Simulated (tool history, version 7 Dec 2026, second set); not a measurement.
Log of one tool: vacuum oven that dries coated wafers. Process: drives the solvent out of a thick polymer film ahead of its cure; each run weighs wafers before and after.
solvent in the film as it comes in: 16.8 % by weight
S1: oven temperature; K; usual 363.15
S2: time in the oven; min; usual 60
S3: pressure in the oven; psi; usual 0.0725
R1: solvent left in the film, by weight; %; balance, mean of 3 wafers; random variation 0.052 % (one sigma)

Run 1, hour 0: usual settings. Result: R1 2.06 %.
Run 2, hour 101.5: usual settings. Result: R1 2.11 %.
Run 3, hour 148.2: usual settings. Result: R1 2.21 %.
Run 4, hour 246.7: usual settings. Result: R1 2.22 %.
At hour 314.9: oven's thermocouples calibrated.
Run 5, hour 324.9: usual settings. Result: R1 2.54 %.
Run 6, hour 436.5: usual settings. Result: R1 2.5 %.
Run 7, hour 545.4: usual settings. Result: R1 2.55 %.
Run 8, hour 606.3: usual settings but S2 70 min. Result: R1 2.28 %.
Run 9, hour 667.3: usual settings. Result: R1 2.69 %.
Run 10, hour 769.6: usual settings but S3 0.259 psi. Result: R1 4.64 %.
Run 11, hour 834.8: usual settings but S3 0.259 psi. Result: R1 4.59 %.
Run 12, hour 883.4: usual settings but S2 99 min, S3 0.0374 psi. Result: R1 1.78 %.
Run 13, hour 994.4: usual settings but S1 357.15 K. Result: R1 3.9 %.
Run 14, hour 1080.6: usual settings but S1 368.15 K, S2 63 min. Result: R1 2.11 %.
Run 15, hour 1195.8: usual settings but S2 84 min, S3 0.0722 psi. Result: R1 2.39 %.
Run 16, hour 1309.2: usual settings but S2 84 min, S3 0.0722 psi. Result: R1 2.4 %.
Run 17, hour 1366.9: usual settings but S1 359.15 K, S2 80 min, S3 0.0413 psi. Result: R1 2.61 %.
Run 18, hour 1413.6: usual settings but S1 349.15 K, S2 80 min, S3 0.0413 psi. Result: R1 4.9 %.
Run 19, hour 1488.2: usual settings but S1 349.15 K, S2 80 min, S3 0.0413 psi. Result: R1 4.93 %.
Run 20, hour 1576.5: usual settings but S1 370.15 K, S2 30 min, S3 0.0413 psi. Result: R1 2.76 %.
Run 21, hour 1678.1: usual settings but S1 369.15 K, S2 39 min, S3 0.1894 psi. Result: R1 3.55 %.
Run 22, hour 1727.6: usual settings but S1 369.15 K, S2 39 min, S3 0.1894 psi. Result: R1 3.46 %.

Forecast each of these 5 alternatives for the next run:
Run A, hour 1832: usual settings but S1 373.15 K, S2 34 min, S3 0.1894 psi. Result: R1 ?.
Run B, hour 1832: usual settings but S2 37 min. Result: R1 ?.
Run C, hour 1832: usual settings but S1 370.15 K, S2 39 min. Result: R1 ?.
Run D, hour 1832: usual settings but S3 0.1459 psi. Result: R1 ?.
Run E, hour 1832: usual settings but S1 369.15 K, S2 84 min, S3 0.1041 psi. Result: R1 ?.

run    R1
  A  3.01
  B  4.02
  C  2.41
  D  3.54
  E  2.12
Without the tool's hidden state the same runs would have given:
run    R1
  A  2.08
  B  2.81
  C  1.36
  D  2.16
  E   0.9

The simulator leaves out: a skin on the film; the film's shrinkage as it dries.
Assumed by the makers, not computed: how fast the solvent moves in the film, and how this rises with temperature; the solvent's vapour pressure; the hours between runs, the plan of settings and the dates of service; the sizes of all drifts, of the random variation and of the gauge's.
